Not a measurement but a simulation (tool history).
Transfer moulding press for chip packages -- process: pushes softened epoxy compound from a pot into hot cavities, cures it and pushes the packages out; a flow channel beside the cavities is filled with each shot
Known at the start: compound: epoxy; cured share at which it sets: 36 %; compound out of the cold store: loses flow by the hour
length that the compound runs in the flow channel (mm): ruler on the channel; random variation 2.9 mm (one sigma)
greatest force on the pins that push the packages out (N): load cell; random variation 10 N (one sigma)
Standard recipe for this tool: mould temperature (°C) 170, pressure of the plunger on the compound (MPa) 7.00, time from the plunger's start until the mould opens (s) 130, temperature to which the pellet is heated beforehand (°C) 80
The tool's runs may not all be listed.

run,hour,mould temperature (°C),pressure of the plunger on the compound (MPa),time from the plunger's start until the mould opens (s),temperature to which the pellet is heated beforehand (°C),incoming compound's hours out of the cold store,length that the compound runs in the flow channel (mm),greatest force on the pins that push the packages out (N)
1,0.0,170,7.00,130,80,24.2,710,642
# hour 10.2: cavities cleaned with cleaning compound and waxed
2,11.6,170,7.00,130,80,32.0,682,468
3,23.5,170,6.53,130,80,27.9,665,538
4,33.5,170,6.53,130,80,46.9,625,522
5,42.0,170,6.10,130,80,46.9,606,546
6,49.7,170,6.06,130,80,10.1,684,598
7,57.7,170,7.00,130,77,37.4,666,602
8,67.8,170,7.00,130,77,12.4,728,645
9,80.0,170,7.00,130,77,39.8,657,588
10,90.3,165,7.00,130,80,10.4,747,1054
# hour 94.8: cavities cleaned with cleaning compound and waxed
11,100.3,170,7.00,130,80,35.5,664,495
12,106.9,175,7.00,130,80,13.6,709,413
13,113.3,174,7.00,130,80,37.4,657,437
14,118.9,174,7.00,130,80,28.5,670,448
15,131.0,173,7.00,130,80,38.9,650,490
16,141.1,170,7.99,147,80,43.4,685,496
17,147.3,170,6.60,138,80,41.2,630,552
18,154.2,169,6.60,159,80,29.6,659,507
19,167.0,169,6.60,138,80,28.0,663,629
20,176.2,169,6.60,138,83,13.1,697,633
# hour 179.4: cavities cleaned with cleaning compound and waxed
21,189.8,170,5.49,130,90,30.3,597,499
22,202.0,170,5.32,133,83,13.6,620,522
23,208.7,174,5.32,112,87,23.3,585,571
24,218.4,174,5.32,112,87,34.2,562,588
25,229.8,170,5.36,130,83,47.6,558,584
26,238.0,165,5.36,130,78,45.9,563,885
27,246.0,165,5.36,130,78,35.2,589,922
28,258.0,165,5.36,130,78,15.3,629,985

Measured minus without-hidden-state, run by run (identical run-to-run variation in each term; gauge scatter may differ):
Hidden conditions of the tool in this case: true mould temperature over the reading, C; pressure that reaches the compound, % of what is set; grip of the stained cavities, % over clean ones'; drift of the gauge itself on flow_mm, %; drift of the gauge itself on push_out_n, %.
run,length that the compound runs in the flow channel (mm),greatest force on the pins that push the packages out (N)
1,-22,+187
2,-22,+25
3,-23,+64
4,-23,+83
5,-22,+107
6,-26,+133
7,-26,+146
8,-30,+174
9,-28,+173
10,-33,+333
11,-30,+42
12,-33,+46
13,-30,+63
14,-32,+74
15,-32,+102
16,-35,+119
17,-32,+141
18,-34,+135
19,-36,+187
20,-39,+201
21,-35,+49
22,-36,+82
23,-35,+106
24,-34,+129
25,-35,+145
26,-36,+245
27,-39,+272
28,-42,+314
